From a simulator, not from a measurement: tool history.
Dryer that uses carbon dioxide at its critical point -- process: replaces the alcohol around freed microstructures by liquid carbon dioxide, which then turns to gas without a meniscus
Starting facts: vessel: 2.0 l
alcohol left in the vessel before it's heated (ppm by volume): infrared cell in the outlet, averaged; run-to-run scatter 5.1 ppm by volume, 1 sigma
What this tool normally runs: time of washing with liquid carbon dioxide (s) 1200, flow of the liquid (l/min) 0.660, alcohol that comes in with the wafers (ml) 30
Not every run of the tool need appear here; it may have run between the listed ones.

run	hour	time of washing with liquid carbon dioxide (s)	flow of the liquid (l/min)	alcohol that comes in with the wafers (ml)	alcohol left in the vessel before it's heated (ppm by volume)
1	0.0	1200	0.660	30	132
2	40.5	1200	0.660	30	144
3	97.1	1200	0.660	30	151
# hour 103.3: inlet filter changed
4	147.5	1200	0.627	30	136
5	220.9	1200	0.660	30	122
6	251.9	1200	0.660	30	110
7	292.1	1200	0.660	30	122
8	364.2	1200	0.660	30	125
9	410.0	1740	0.660	30	42
10	471.0	1740	0.660	29	53
11	514.9	1740	0.660	29	44
12	564.1	1740	0.660	29	59
# hour 613.5: inlet filter changed
13	620.5	1800	0.660	30	46
14	659.0	1800	0.660	30	49
15	733.7	1800	0.841	30	52
# hour 752.9: purifier's bed changed
16	771.2	1800	0.841	30	13
17	843.1	1200	0.660	24	68
18	881.2	1200	0.660	24	77
19	911.5	1200	0.660	24	87
20	944.8	1440	0.660	30	39
21	982.9	1440	0.660	30	55
22	1022.3	1440	0.660	30	49
23	1056.5	1200	0.892	30	39
24	1105.2	1620	0.768	41	25
# hour 1131.7: inlet filter changed
25	1173.2	1620	0.768	41	25
26	1243.8	1620	0.826	42	22
27	1285.2	1620	0.826	42	21
28	1349.1	1620	0.826	42	20
29	1400.9	1620	1.083	30	22
30	1447.1	1740	0.514	20	47
31	1513.6	1740	0.514	20	57
32	1569.8	780	0.576	35	1097
33	1613.3	1380	0.576	45	193
# hour 1645.2: inlet filter changed
34	1648.1	1380	0.802	90	47
35	1715.0	1500	0.466	22	120
36	1762.0	960	1.037	37	59
37	1832.4	960	1.037	37	51
38	1900.6	960	1.037	37	68
39	1938.7	1200	0.564	61	415
40	1980.5	1200	0.553	118	880
41	2035.1	1200	0.553	118	920
42	2070.6	1200	0.504	74	892
43	2105.1	1200	0.504	74	892
# hour 2158.4: inlet filter changed
44	2167.4	1200	0.504	74	610
45	2233.7	1200	0.440	30	458
46	2287.8	1320	0.760	31	69

Difference, measured minus no-hidden-state, one row per run. Run-to-run variation is common to both terms; the gauge's own scatter need not be:
Unlogged tool condition in this case: flow that reaches the vessel past the clogged filter, %; alcohol in the recycled carbon dioxide, ppm; drift of the gauge itself on alcohol_ppm, %.
run	alcohol left in the vessel before it's heated (ppm by volume)
1	+68
2	+75
3	+83
4	+35
5	+43
6	+44
7	+51
8	+58
9	+39
10	+42
11	+42
12	+45
13	+40
14	+41
15	+42
16	+2
17	+19
18	+23
19	+27
20	+19
21	+21
22	+24
23	+18
24	+15
25	+12
26	+13
27	+14
28	+16
29	+16
30	+29
31	+33
32	+300
33	+99
34	+22
35	+30
36	+28
37	+32
38	+36
39	+125
40	+267
41	+311
42	+303
43	+323
44	+46
45	+64
46	+40
